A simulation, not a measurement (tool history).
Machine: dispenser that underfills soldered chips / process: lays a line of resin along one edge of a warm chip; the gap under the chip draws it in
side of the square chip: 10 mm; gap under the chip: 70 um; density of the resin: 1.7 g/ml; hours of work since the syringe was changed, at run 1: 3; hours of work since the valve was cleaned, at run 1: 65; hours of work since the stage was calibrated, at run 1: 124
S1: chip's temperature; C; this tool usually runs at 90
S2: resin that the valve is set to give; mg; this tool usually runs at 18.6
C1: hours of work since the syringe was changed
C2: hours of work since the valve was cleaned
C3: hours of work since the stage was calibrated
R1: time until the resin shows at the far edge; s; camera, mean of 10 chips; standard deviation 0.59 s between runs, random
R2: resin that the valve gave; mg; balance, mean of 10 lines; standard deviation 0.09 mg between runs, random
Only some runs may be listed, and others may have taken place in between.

{"run": 1, "hour": 0.0, "S1": 90, "S2": 18.6, "C1": 3, "C2": 65, "C3": 124, "R1": 62.2, "R2": 18.26}
{"run": 2, "hour": 2.7, "S1": 90, "S2": 18.6, "C1": 5, "C2": 67, "C3": 126, "R1": 71.2, "R2": 18.22}
{"run": 3, "hour": 7.4, "S1": 101, "S2": 18.6, "C1": 7, "C2": 70, "C3": 129, "R1": 62.6, "R2": 18.13}
{"hour": 8.4, "done": "new syringe of resin"}
{"run": 4, "hour": 13.1, "S1": 101, "S2": 18.6, "C1": 3, "C2": 73, "C3": 132, "R1": 44.0, "R2": 18.05}
{"run": 5, "hour": 17.6, "S1": 79, "S2": 18.6, "C1": 6, "C2": 76, "C3": 135, "R1": 114.9, "R2": 18.1}
{"hour": 21.1, "done": "new syringe of resin"}
{"run": 6, "hour": 21.5, "S1": 90, "S2": 21.2, "C1": 0, "C2": 78, "C3": 137, "R1": 50.0, "R2": 20.7}
{"run": 7, "hour": 26.7, "S1": 90, "S2": 21.2, "C1": 3, "C2": 81, "C3": 140, "R1": 64.8, "R2": 20.6}
{"run": 8, "hour": 32.0, "S1": 90, "S2": 21.2, "C1": 7, "C2": 85, "C3": 144, "R1": 85.0, "R2": 20.52}
{"hour": 33.9, "done": "new syringe of resin"}
{"run": 9, "hour": 34.7, "S1": 90, "S2": 18.6, "C1": 1, "C2": 86, "C3": 145, "R1": 50.7, "R2": 18.13}
{"run": 10, "hour": 40.1, "S1": 90, "S2": 18.6, "C1": 4, "C2": 90, "C3": 149, "R1": 66.6, "R2": 17.99}
{"run": 11, "hour": 42.6, "S1": 90, "S2": 18.6, "C1": 5, "C2": 91, "C3": 150, "R1": 75.9, "R2": 17.8}
{"run": 12, "hour": 45.2, "S1": 90, "S2": 18.6, "C1": 7, "C2": 93, "C3": 152, "R1": 86.6, "R2": 17.95}
{"hour": 46.8, "done": "new syringe of resin"}
{"run": 13, "hour": 48.3, "S1": 90, "S2": 18.6, "C1": 1, "C2": 95, "C3": 154, "R1": 55.5, "R2": 17.65}
{"run": 14, "hour": 53.8, "S1": 93, "S2": 18.6, "C1": 4, "C2": 98, "C3": 157, "R1": 64.8, "R2": 17.91}
{"run": 15, "hour": 56.6, "S1": 93, "S2": 18.6, "C1": 6, "C2": 100, "C3": 159, "R1": 73.6, "R2": 17.84}
{"hour": 59.5, "done": "new syringe of resin"}
{"run": 16, "hour": 61.8, "S1": 93, "S2": 19.8, "C1": 1, "C2": 103, "C3": 162, "R1": 49.6, "R2": 18.89}
{"run": 17, "hour": 65.9, "S1": 93, "S2": 19.2, "C1": 4, "C2": 105, "C3": 165, "R1": 60.6, "R2": 18.34}
{"run": 18, "hour": 70.4, "S1": 93, "S2": 19.2, "C1": 7, "C2": 108, "C3": 167, "R1": 75.6, "R2": 18.37}
{"hour": 72.5, "done": "new syringe of resin"}
{"run": 19, "hour": 72.9, "S1": 93, "S2": 19.2, "C1": 0, "C2": 110, "C3": 169, "R1": 46.8, "R2": 18.25}
{"run": 20, "hour": 77.9, "S1": 104, "S2": 23.3, "C1": 3, "C2": 113, "C3": 172, "R1": 39.5, "R2": 22.26}
{"run": 21, "hour": 82.1, "S1": 101, "S2": 22.1, "C1": 6, "C2": 115, "C3": 175, "R1": 53.4, "R2": 21.03}
{"hour": 85.3, "done": "new syringe of resin"}
{"run": 22, "hour": 86.6, "S1": 99, "S2": 19.0, "C1": 1, "C2": 118, "C3": 177, "R1": 39.5, "R2": 18.05}
{"run": 23, "hour": 90.0, "S1": 88, "S2": 23.7, "C1": 3, "C2": 120, "C3": 179, "R1": 64.1, "R2": 22.48}
{"run": 24, "hour": 93.9, "S1": 79, "S2": 17.9, "C1": 5, "C2": 123, "C3": 182, "R1": 113.1, "R2": 17.18}
{"run": 25, "hour": 96.8, "S1": 95, "S2": 18.8, "C1": 7, "C2": 125, "C3": 184, "R1": 75.1, "R2": 17.82}
{"hour": 98.3, "done": "new syringe of resin"}
{"run": 26, "hour": 102.1, "S1": 86, "S2": 21.4, "C1": 2, "C2": 128, "C3": 187, "R1": 68.4, "R2": 20.35}
{"run": 27, "hour": 105.4, "S1": 86, "S2": 21.4, "C1": 4, "C2": 130, "C3": 189, "R1": 79.4, "R2": 20.23}
{"run": 28, "hour": 109.6, "S1": 88, "S2": 15.9, "C1": 7, "C2": 132, "C3": 192, "R1": 96.0, "R2": 14.98}
{"hour": 111.2, "done": "new syringe of resin"}
{"run": 29, "hour": 113.2, "S1": 85, "S2": 22.2, "C1": 1, "C2": 134, "C3": 194, "R1": 62.7, "R2": 21.1}
{"hour": 116.1, "done": "dispensing valve cleaned and set on the balance"}
{"run": 30, "hour": 118.2, "S1": 86, "S2": 17.2, "C1": 4, "C2": 1, "C3": 196, "R1": 77.1, "R2": 17.22}
{"run": 31, "hour": 121.0, "S1": 94, "S2": 23.6, "C1": 5, "C2": 3, "C3": 198, "R1": 65.3, "R2": 23.72}
{"run": 32, "hour": 123.3, "S1": 94, "S2": 23.6, "C1": 7, "C2": 5, "C3": 199, "R1": 71.8, "R2": 23.5}
{"hour": 125.0, "done": "new syringe of resin"}
{"run": 33, "hour": 127.2, "S1": 77, "S2": 19.2, "C1": 1, "C2": 7, "C3": 202, "R1": 84.6, "R2": 19.11}
{"run": 34, "hour": 131.2, "S1": 82, "S2": 21.7, "C1": 4, "C2": 9, "C3": 204, "R1": 84.6, "R2": 21.59}
{"run": 35, "hour": 134.6, "S1": 82, "S2": 21.7, "C1": 6, "C2": 11, "C3": 206, "R1": 101.5, "R2": 21.78}
{"hour": 137.8, "done": "new syringe of resin"}
{"run": 36, "hour": 140.5, "S1": 82, "S2": 17.7, "C1": 2, "C2": 15, "C3": 210, "R1": 75.3, "R2": 17.58}

Entry by entry between the runs, the difference in hidden state between the last listed run before and the first listed run after:
In the gap between runs 3 and 4: new syringe of resin (hour 8.4)
  resin's viscosity, % of fresh resin's: 177.4 -> 127; dose that the valve gives, % of what is set: 97.46 -> 97.32; true chip temperature over the reading, C: 0.61 -> 0.63
  the result without the hidden state subtracted from the measured one, R1: +26.9 -> +8.7 s; R2: -0.48 -> -0.50 mg
In the gap between runs 5 and 6: new syringe of resin (hour 21.1)
  resin's viscosity, % of fresh resin's: 158 -> 102.8; dose that the valve gives, % of what is set: 97.2 -> 97.11; true chip temperature over the reading, C: 0.65 -> 0.66
  the result without the hidden state subtracted from the measured one, R1: +40.9 -> +0.4 s; R2: -0.52 -> -0.61 mg
In the gap between runs 8 and 9: new syringe of resin (hour 33.9)
  resin's viscosity, % of fresh resin's: 172.8 -> 102.3; dose that the valve gives, % of what is set: 96.83 -> 96.76; true chip temperature over the reading, C: 0.69 -> 0.7
  the result without the hidden state subtracted from the measured one, R1: +34.9 -> +0.2 s; R2: -0.67 -> -0.61 mg
In the gap between runs 12 and 13: new syringe of resin (hour 46.8)
  resin's viscosity, % of fresh resin's: 171.1 -> 109.2; dose that the valve gives, % of what is set: 96.48 -> 96.41; true chip temperature over the reading, C: 0.73 -> 0.74
  the result without the hidden state subtracted from the measured one, R1: +34.8 -> +3.7 s; R2: -0.65 -> -0.67 mg
In the gap between runs 15 and 16: new syringe of resin (hour 59.5)
  resin's viscosity, % of fresh resin's: 164.3 -> 110.7; dose that the valve gives, % of what is set: 96.17 -> 96.04; true chip temperature over the reading, C: 0.77 -> 0.78
  the result without the hidden state subtracted from the measured one, R1: +28.0 -> +3.9 s; R2: -0.72 -> -0.78 mg
In the gap between runs 18 and 19: new syringe of resin (hour 72.5)
  resin's viscosity, % of fresh resin's: 168.8 -> 101.9; dose that the valve gives, % of what is set: 95.83 -> 95.77; true chip temperature over the reading, C: 0.81 -> 0.82
  the result without the hidden state subtracted from the measured one, R1: +29.9 -> -0.1 s; R2: -0.80 -> -0.81 mg
In the gap between runs 21 and 22: new syringe of resin (hour 85.3)
  resin's viscosity, % of fresh resin's: 159.8 -> 106.8; dose that the valve gives, % of what is set: 95.52 -> 95.41; true chip temperature over the reading, C: 0.84 -> 0.86
  the result without the hidden state subtracted from the measured one, R1: +19.3 -> +1.7 s; R2: -0.99 -> -0.87 mg
In the gap between runs 25 and 26: new syringe of resin (hour 98.3)
  resin's viscosity, % of fresh resin's: 176.2 -> 120.4; dose that the valve gives, % of what is set: 95.13 -> 95; true chip temperature over the reading, C: 0.89 -> 0.91
  the result without the hidden state subtracted from the measured one, R1: +31.5 -> +10.0 s; R2: -0.91 -> -1.08 mg
In the gap between runs 28 and 29: new syringe of resin (hour 111.2)
  resin's viscosity, % of fresh resin's: 174.1 -> 110.4; dose that the valve gives, % of what is set: 94.8 -> 94.71; true chip temperature over the reading, C: 0.93 -> 0.94
  the result without the hidden state subtracted from the measured one, R1: +40.1 -> +4.3 s; R2: -0.83 -> -1.18 mg
In the gap between runs 29 and 30: dispensing valve cleaned and set on the balance (hour 116.1)
  resin's viscosity, % of fresh resin's: 110.4 -> 134.3; dose that the valve gives, % of what is set: 94.71 -> 100.08; true chip temperature over the reading, C: 0.94 -> 0.95
  the result without the hidden state subtracted from the measured one, R1: +4.3 -> +17.7 s; R2: -1.18 -> +0.01 mg
In the gap between runs 32 and 33: new syringe of resin (hour 125.0)
  resin's viscosity, % of fresh resin's: 172.4 -> 110.8; dose that the valve gives, % of what is set: 99.95 -> 99.87; true chip temperature over the reading, C: 0.97 -> 0.98
  the result without the hidden state subtracted from the measured one, R1: +29.1 -> +5.5 s; R2: -0.01 -> -0.03 mg
In the gap between runs 35 and 36: new syringe of resin (hour 137.8)
  resin's viscosity, % of fresh resin's: 159.3 -> 114.1; dose that the valve gives, % of what is set: 99.67 -> 99.52; true chip temperature over the reading, C: 1 -> 1.02
  the result without the hidden state subtracted from the measured one, R1: +35.6 -> +7.0 s; R2: -0.07 -> -0.08 mg

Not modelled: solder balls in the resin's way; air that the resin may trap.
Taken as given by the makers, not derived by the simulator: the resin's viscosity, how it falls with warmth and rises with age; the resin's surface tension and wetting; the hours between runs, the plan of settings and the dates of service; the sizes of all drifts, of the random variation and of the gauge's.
